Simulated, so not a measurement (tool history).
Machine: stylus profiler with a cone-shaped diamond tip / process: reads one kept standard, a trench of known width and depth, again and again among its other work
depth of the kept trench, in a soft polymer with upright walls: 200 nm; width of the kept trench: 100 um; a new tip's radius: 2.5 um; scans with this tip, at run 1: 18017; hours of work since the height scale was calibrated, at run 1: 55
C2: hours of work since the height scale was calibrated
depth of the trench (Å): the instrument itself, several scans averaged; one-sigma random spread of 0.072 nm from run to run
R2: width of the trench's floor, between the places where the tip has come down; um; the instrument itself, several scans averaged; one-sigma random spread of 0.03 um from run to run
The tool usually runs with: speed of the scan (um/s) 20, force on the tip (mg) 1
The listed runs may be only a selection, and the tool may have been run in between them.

Run 1, hour 0: usual settings; scans with this tip 18017; C2 55. Result: depth of the trench (Å) 2017.2, R2 96.9 um.
Run 2, hour 47.9: usual settings; scans with this tip 18563; C2 91. Result: depth of the trench (Å) 2016.3, R2 96.81 um.
Run 3, hour 79.9: usual settings; scans with this tip 18927; C2 115. Result: depth of the trench (Å) 2015.3, R2 96.8 um.
Run 4, hour 124.9: usual settings; scans with this tip 19439; C2 150. Result: depth of the trench (Å) 2016.1, R2 96.82 um.
Run 5, hour 163.5: usual settings; scans with this tip 19878; C2 179. Result: depth of the trench (Å) 2015.7, R2 96.78 um.
Run 6, hour 234.5: usual settings; scans with this tip 20687; C2 233. Result: depth of the trench (Å) 2013.9, R2 96.73 um.
Run 7, hour 302.7: usual settings but force on the tip (mg) 0.48; scans with this tip 21464; C2 285. Result: depth of the trench (Å) 2008.4, R2 96.64 um.
Run 8, hour 371: usual settings but force on the tip (mg) 0.48; scans with this tip 22242; C2 337. Result: depth of the trench (Å) 2006.7, R2 96.53 um.
Run 9, hour 443.1: usual settings but speed of the scan (um/s) 11, force on the tip (mg) 1.07; scans with this tip 23062; C2 392. Result: depth of the trench (Å) 2015, R2 96.74 um.
Run 10, hour 486.2: usual settings but speed of the scan (um/s) 6, force on the tip (mg) 1.01; scans with this tip 23553; C2 425. Result: depth of the trench (Å) 2014.7, R2 96.79 um.
Run 11, hour 539.2: usual settings but speed of the scan (um/s) 6, force on the tip (mg) 1.01; scans with this tip 24156; C2 465. Result: depth of the trench (Å) 2012.3, R2 96.75 um.
Run 12, hour 584.2: usual settings but speed of the scan (um/s) 46; scans with this tip 24669; C2 499. Result: depth of the trench (Å) 2012.8, R2 96.36 um.

3 options for the next run, each taken on its own from the tool as it stands now. Forecast them:
Run A, hour 620.7: usual settings but speed of the scan (um/s) 15; scans with this tip 25085; C2 527. Result: depth of the trench (Å) ?, R2 ?.
Run B, hour 620.7: usual settings but force on the tip (mg) 2.99; scans with this tip 25085; C2 527. Result: depth of the trench (Å) ?, R2 ?.
Run C, hour 620.7: usual settings but speed of the scan (um/s) 55; scans with this tip 25085; C2 527. Result: depth of the trench (Å) ?, R2 ?.

run  depth of the trench (Å)     R2
  A                   2012.3  96.62
  B                   2031.3  96.61
  C                   2013.2  96.24
The same runs, with their run-to-run variation unchanged, on a tool lacking any hidden condition would have given:
run  depth of the trench (Å)     R2
  A                   2016.2  97.91
  B                   2035.3   97.9
  C                   2017.2  97.53
